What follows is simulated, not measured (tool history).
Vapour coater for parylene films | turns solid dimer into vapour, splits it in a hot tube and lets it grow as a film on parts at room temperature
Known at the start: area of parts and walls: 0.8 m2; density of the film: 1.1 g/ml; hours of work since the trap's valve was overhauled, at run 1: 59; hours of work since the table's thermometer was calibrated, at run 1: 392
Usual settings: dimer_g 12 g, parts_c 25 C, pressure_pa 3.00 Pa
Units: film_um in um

run,hour,dimer_g,parts_c,pressure_pa,hours of work since the trap's valve was overhauled,hours of work since the table's thermometer was calibrated,film_um
1,0.0,12,25,3.00,59,392,7.63
2,14.9,12,25,3.00,69,402,7.60
3,24.4,12,18,3.00,76,409,10.35
4,41.7,12,18,3.00,88,421,10.28
5,59.2,12,18,3.00,100,433,10.23
6,78.2,12,18,3.00,113,446,10.21
7,95.5,6,33,6.83,125,458,2.36
8,109.5,6,33,6.83,135,468,2.39
9,122.9,22,32,8.95,144,477,8.73
10,135.8,10,31,3.00,153,486,4.73
11,144.2,12,18,3.00,159,492,10.01
12,161.5,10,22,3.84,171,504,6.79

Measured less the same run without the tool's hidden state. The same run-to-run variation is in both; the gauge's scatter may not be:
The hidden state here: vapour lost through the trap's worn valve, %; true temperature of the parts over the reading, C; drift of the gauge itself on film_um, %.
run,film_um
1,-0.29
2,-0.32
3,-0.46
4,-0.51
5,-0.56
6,-0.61
7,-0.16
8,-0.16
9,-0.64
10,-0.36
11,-0.80
12,-0.58
